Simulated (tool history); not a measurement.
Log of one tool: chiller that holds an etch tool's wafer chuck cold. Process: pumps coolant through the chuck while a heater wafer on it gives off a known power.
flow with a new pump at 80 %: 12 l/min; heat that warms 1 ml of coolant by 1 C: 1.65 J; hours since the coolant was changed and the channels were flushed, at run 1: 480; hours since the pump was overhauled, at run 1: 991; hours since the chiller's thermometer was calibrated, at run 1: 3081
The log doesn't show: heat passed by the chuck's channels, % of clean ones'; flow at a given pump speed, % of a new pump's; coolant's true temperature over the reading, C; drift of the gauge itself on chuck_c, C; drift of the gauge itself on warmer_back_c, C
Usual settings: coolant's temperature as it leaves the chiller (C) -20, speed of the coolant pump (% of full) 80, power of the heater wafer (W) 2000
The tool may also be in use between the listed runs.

run,day,coolant's temperature as it leaves the chiller (C),speed of the coolant pump (% of full),power of the heater wafer (W),hours since the coolant was changed and the channels were flushed,hours since the pump was overhauled,hours since the chiller's thermometer was calibrated,chuck's temperature once it has settled (C),how much warmer the coolant comes back (C)
1,0.000,-20,80,2000,480,991,3081,-3.6,6.10
2,4.025,-20,80,2000,577,1088,3177,-3.6,6.11
3,12.583,-20,80,2000,782,1293,3383,-3.5,6.19
4,18.958,-20,80,2000,935,1446,3536,-3.4,6.19
5,27.925,-17,80,2000,1150,1661,3751,-0.3,6.23
6,36.604,-17,80,2000,1359,1870,3959,-0.1,6.23
# day 45.004: chiller's thermometer calibrated
7,45.692,-20,80,2000,1576,2087,17,-3.2,6.24
8,54.129,-20,80,2000,1778,2289,219,-3.0,6.22
9,62.071,-20,80,2000,1969,2480,410,-2.8,6.31
10,71.017,-20,80,2000,2183,2695,624,-2.6,6.29
11,78.333,-10,80,2000,2359,2870,800,7.6,6.37
12,82.108,-10,80,2000,2450,2961,891,7.6,6.25
13,87.483,-10,80,2000,2579,3090,1020,7.5,6.35
14,92.675,-10,80,2000,2703,3214,1144,8.0,6.37
15,100.554,-10,80,2000,2892,3403,1333,8.1,6.35
16,108.608,-10,80,2000,3086,3597,1527,8.1,6.34
17,115.738,-10,80,2000,3257,3768,1698,8.2,6.40
18,120.896,-12,80,1602,3381,3892,1821,2.8,5.14
19,129.608,-12,80,1602,3590,4101,2031,2.9,5.10
20,134.683,-20,94,1117,3711,4222,2152,-11.0,3.02
21,143.596,-20,94,1117,3925,4436,2366,-10.9,3.09
22,150.417,-20,94,1117,4089,4600,2530,-10.8,3.08
23,155.258,-19,63,1165,4205,4716,2646,-5.4,4.86
24,162.488,-19,63,1165,4379,4890,2820,-5.3,4.79
25,169.446,-20,77,1749,4546,5057,2987,-2.5,5.87
26,175.538,-11,98,1638,4692,5203,3133,2.5,4.32
27,183.779,-10,79,1354,4890,5401,3331,3.2,4.52
28,189.625,-22,94,2861,5030,5541,3471,2.8,7.90
29,195.921,-15,74,1033,5181,5692,3622,-4.1,3.68
30,202.996,-28,80,2291,5351,5862,3792,-5.0,7.62
# day 203.721: coolant changed, channels flushed
31,209.054,-20,83,2501,128,6001,3931,0.6,8.00

How the hidden state differs across the entries between the runs, from the last listed run before each to the first after it:
Between runs 6 and 7: chiller's thermometer calibrated (day 45.004)
  heat passed by the chuck's channels, % of clean ones': 93.8 -> 93; flow at a given pump speed, % of a new pump's: 97.3 -> 96.9; coolant's true temperature over the reading, C: -0.09 -> -0.02
  measured less the result without the state, chuck's temperature once it has settled (C): +1.1 -> +1.3; how much warmer the coolant comes back (C): +0.17 -> +0.20
Between runs 30 and 31: coolant changed, channels flushed (day 203.721)
  heat passed by the chuck's channels, % of clean ones': 80.1 -> 98.7; flow at a given pump speed, % of a new pump's: 91.3 -> 91.1
  measured less the result without the state, chuck's temperature once it has settled (C): +4.9 -> +1.6; how much warmer the coolant comes back (C): +0.66 -> +0.71
